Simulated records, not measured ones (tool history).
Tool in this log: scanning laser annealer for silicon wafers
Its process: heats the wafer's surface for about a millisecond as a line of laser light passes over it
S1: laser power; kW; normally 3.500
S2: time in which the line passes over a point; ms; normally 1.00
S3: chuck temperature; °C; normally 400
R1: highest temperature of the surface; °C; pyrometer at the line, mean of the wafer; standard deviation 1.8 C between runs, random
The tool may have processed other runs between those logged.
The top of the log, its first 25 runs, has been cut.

{"run": 26, "hour": 451.8, "S1": 3.786, "S2": 1.06, "S3": 400, "R1": 1214}
{"hour": 466.3, "done": "window over the wafer cleaned"}
{"hour": 478.6, "done": "optics aligned, line set to its width"}
{"run": 27, "hour": 484.3, "S1": 3.126, "S2": 1.19, "S3": 429, "R1": 1181}
{"run": 28, "hour": 509.1, "S1": 3.126, "S2": 1.19, "S3": 429, "R1": 1179}
{"run": 29, "hour": 529.5, "S1": 3.126, "S2": 1.19, "S3": 429, "R1": 1179}
{"run": 30, "hour": 555.6, "S1": 3.126, "S2": 1.19, "S3": 429, "R1": 1179}
{"run": 31, "hour": 568.6, "S1": 3.126, "S2": 1.19, "S3": 429, "R1": 1175}
{"run": 32, "hour": 582.4, "S1": 3.126, "S2": 1.19, "S3": 429, "R1": 1177}
{"run": 33, "hour": 596.5, "S1": 3.565, "S2": 1.23, "S3": 429, "R1": 1290}
{"run": 34, "hour": 617.9, "S1": 3.33, "S2": 0.81, "S3": 400, "R1": 1067}
{"run": 35, "hour": 639.2, "S1": 3.771, "S2": 0.81, "S3": 407, "R1": 1159}
{"run": 36, "hour": 650.5, "S1": 3.771, "S2": 0.81, "S3": 407, "R1": 1162}
{"run": 37, "hour": 666.1, "S1": 3.771, "S2": 0.81, "S3": 407, "R1": 1159}

Below are 4 alternative next runs, each starting from the tool's condition after run 37. Predict each:
{"run": "A", "hour": 683.1, "S1": 3.118, "S2": 1.12, "S3": 407, "R1": "?"}
{"run": "B", "hour": 683.1, "S1": 3.627, "S2": 1.16, "S3": 396, "R1": "?"}
{"run": "C", "hour": 683.1, "S1": 3.771, "S2": 1.2, "S3": 362, "R1": "?"}
{"run": "D", "hour": 683.1, "S1": 3.5, "S2": 1.0, "S3": 405, "R1": "?"}

run=A R1=1133
run=B R1=1246
run=C R1=1257
run=D R1=1173
Had the tool no hidden state, the same runs would have come out as:
run=A R1=1138
run=B R1=1251
run=C R1=1263
run=D R1=1178
